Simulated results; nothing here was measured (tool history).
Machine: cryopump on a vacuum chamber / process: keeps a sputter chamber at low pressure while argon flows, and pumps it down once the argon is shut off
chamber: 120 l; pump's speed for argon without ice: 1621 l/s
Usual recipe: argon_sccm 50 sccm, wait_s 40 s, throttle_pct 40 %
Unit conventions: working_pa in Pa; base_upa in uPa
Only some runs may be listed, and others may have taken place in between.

run   hour  argon_sccm  wait_s  throttle_pct  working_pa  base_upa
  1      0          50      40            40      0.1309      2.34
  2   37.3          28      40            40      0.0741      2.41
  3   74.3          50      40            40      0.1327      2.45
  4     92          50      40            40      0.1321      2.41
  5    124          50      40            17      0.3086      2.39
  6  144.5          50      40            17       0.307      2.38
  7    171          49      40            17      0.3007      2.41
  8  189.4          49      40            17      0.3035       2.4
  9  229.3          49      40            17      0.3057      2.47
 10  253.6          49      40            17      0.3024      2.41
 11  284.3          49      40            54      0.0987       2.5
 12  305.5          49      40            54      0.0981      2.46
 13  342.3          50      40            17      0.3109      2.49
 14  360.7          50      40            28      0.1918      2.57
 15    383          50      40            28      0.1905      2.57
 16  412.4          50      40            28      0.1915      2.52
 17  442.8          50      40            28      0.1893      2.57
 18  470.6          50      40            28      0.1901      2.47
 19  502.9          22      40            17      0.1373      2.59
 20  532.3          22      40            17       0.137      2.52
 21  572.2          22      40            17      0.1372      2.56
 22    604          88      29            47      0.2065      3.27
 23  634.7          50     154            29      0.1873      1.34
 24  673.7          50     154            29      0.1882      1.33
 25  704.2          34     147            32      0.1162      1.35
 26  737.7          34     147            32      0.1165      1.37
 27  774.7          34     147            32      0.1163      1.34
 28  813.6          34     147            32      0.1174      1.38
 29  847.8          22     147            57      0.0449      1.43
 30  869.9          58     172            46      0.1427      1.36
 31  905.8          48      40            40      0.1347      2.78
 32  937.3          48      31            18      0.2873      3.19
 33  954.5          48     292            20      0.2596      1.22

Each row is a separate what-if for the run after 33, all from the same tool condition, not one after another. Results?
  A  991.8          58     292            20           ?         ?
  B  991.8          65      47            37           ?         ?
  C  991.8          98      72            16           ?         ?
  D  991.8          83      36            23           ?         ?
  E  991.8          61     292            21           ?         ?

run  working_pa  base_upa
  A      0.3139      1.29
  B      0.1972      2.48
  C      0.6561      1.99
  D      0.3943      2.96
  E      0.3147      1.27
Had the tool no hidden state, the same runs would have come out as:
run  working_pa  base_upa
  A      0.3012      0.46
  B      0.1829      1.64
  C      0.6347      1.17
  D       0.376      2.13
  E      0.3014      0.43
